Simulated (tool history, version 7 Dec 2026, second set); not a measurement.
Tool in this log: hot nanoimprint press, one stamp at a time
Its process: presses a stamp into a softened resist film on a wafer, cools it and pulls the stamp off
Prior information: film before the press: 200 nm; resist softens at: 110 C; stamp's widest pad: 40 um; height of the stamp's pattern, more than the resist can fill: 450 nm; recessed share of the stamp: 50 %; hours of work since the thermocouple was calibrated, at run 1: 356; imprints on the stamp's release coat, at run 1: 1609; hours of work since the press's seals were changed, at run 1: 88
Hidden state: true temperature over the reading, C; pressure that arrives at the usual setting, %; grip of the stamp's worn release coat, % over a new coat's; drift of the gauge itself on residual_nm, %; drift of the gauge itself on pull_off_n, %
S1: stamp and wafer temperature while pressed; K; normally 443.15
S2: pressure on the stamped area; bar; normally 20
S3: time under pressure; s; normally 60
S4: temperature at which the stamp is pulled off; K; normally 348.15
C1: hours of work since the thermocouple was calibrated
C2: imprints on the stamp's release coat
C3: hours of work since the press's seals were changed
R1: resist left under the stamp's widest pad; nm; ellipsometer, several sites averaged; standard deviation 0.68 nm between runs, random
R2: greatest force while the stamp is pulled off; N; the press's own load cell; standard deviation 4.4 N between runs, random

run	hour	S1	S2	S3	S4	C1	C2	C3	R1	R2
1	0	443.15	20	60	348.15	356	1609	88	81	345
2	4.9	443.15	20	60	348.15	358	1622	90	81.2	372
3	10.4	443.15	21.8	60	348.15	361	1636	93	77.5	366
4	18.6	443.15	20	60	348.15	365	1657	96	82.3	355
5	23.6	443.15	20	92	348.15	367	1670	98	69.1	354
# hour 32.9: stamp cleaned and given a new release coat
6	38.4	443.15	20	92	348.15	371	14	102	69.3	220
7	42.6	443.15	20	92	348.15	373	25	104	69.6	224
8	52.1	443.15	20	92	348.15	377	49	109	70.2	222
9	58	443.15	20	92	348.15	380	64	111	69.1	228
10	64.7	448.15	17.4	61	355.15	383	81	114	71	191
11	74.6	451.15	15.7	64	349.15	387	107	119	66.9	230
12	82.1	443.15	14	105	352.15	391	126	122	80.2	217
13	91.1	443.15	20	92	353.15	395	149	126	69.6	213
14	100.5	442.15	19	46	337.15	399	173	131	95.6	296
15	104.6	443.15	20	95	348.15	401	183	132	68.5	240
16	110.9	443.15	20	60	339.15	404	199	135	81.6	288
17	120.3	443.15	28.8	53	348.15	408	224	140	72.5	241

Below, some changes in R1 between adjacent runs. For each, the amount present without the hidden state too (settings, incoming material, random variation) and the amount remaining for the hidden state with gauge scatter not shared by both compared results:
Run 13 -> 14: S1 443.15 -> 442.15, S2 20 -> 19, S3 92 -> 46, S4 353.15 -> 337.15. R1 +26 nm: hidden state +1.4, all else +24.6.
Run 14 -> 15: S1 442.15 -> 443.15, S2 19 -> 20, S3 46 -> 95, S4 337.15 -> 348.15. R1 -27.1 nm: hidden state -1.3, all else -25.8.
